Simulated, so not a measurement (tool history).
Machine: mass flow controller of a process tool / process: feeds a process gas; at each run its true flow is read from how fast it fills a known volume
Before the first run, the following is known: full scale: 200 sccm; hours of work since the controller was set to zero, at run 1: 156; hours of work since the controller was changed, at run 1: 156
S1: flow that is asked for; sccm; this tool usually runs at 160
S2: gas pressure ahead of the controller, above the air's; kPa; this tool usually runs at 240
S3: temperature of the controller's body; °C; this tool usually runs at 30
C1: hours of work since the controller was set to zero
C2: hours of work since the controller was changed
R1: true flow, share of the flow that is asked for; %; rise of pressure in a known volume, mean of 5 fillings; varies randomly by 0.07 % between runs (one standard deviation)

run,hour,S1,S2,S3,C1,C2,R1
1,0,160,240,30,156,156,99.46
2,297,160,240,30,266,266,99.51
3,582,160,240,30,371,371,99.37
4,841.5,160,240,30,467,467,99.34
5,1145.7,160,240,30,579,579,99.42
6,1524,160,148,30,719,719,99.04
7,1893.3,160,240,30,855,855,99.61
8,2175.8,160,240,30,960,960,99.66
9,2503.9,160,185,30,1081,1081,99.41
10,2865.2,160,185,30,1214,1214,99.36
# hour 2886.9: controller's zero set anew
11,3215.3,160,185,30,121,1343,99.62
12,3580.3,160,240,30,256,1478,99.95
13,3787.9,45,195,37,333,1555,97.88
# hour 3922.8: controller's zero set anew, once more
14,4141.6,50,165,37,81,1685,97.52
15,4432.4,89,162,26,188,1792,98.86
16,4822.7,89,255,26,332,1936,99.31
17,5120.3,29,255,31,442,2046,98.84
18,5380.7,29,255,31,538,2142,98.67
19,5638.2,29,255,31,633,2237,98.74
20,5905.5,29,255,31,732,2336,98.95
21,6147.7,60,165,25,821,2426,99.09
22,6373.4,60,165,25,905,2509,98.93
23,6681.8,63,205,29,1019,2623,99.1

Each row is a separate what-if for the run after 23, all from the same tool condition, not one after another. Results?
A,7057,63,248,33,1157,2761,?
B,7057,63,205,26,1157,2761,?
C,7057,119,258,29,1157,2761,?
D,7057,160,203,30,1157,2761,?

run,R1
A,98.95
B,99.27
C,99.81
D,100.13
Take away the tool's hidden state, keep each run's random variation, and the runs would have read:
run,R1
A,97.55
B,97.87
C,98.66
D,99.05
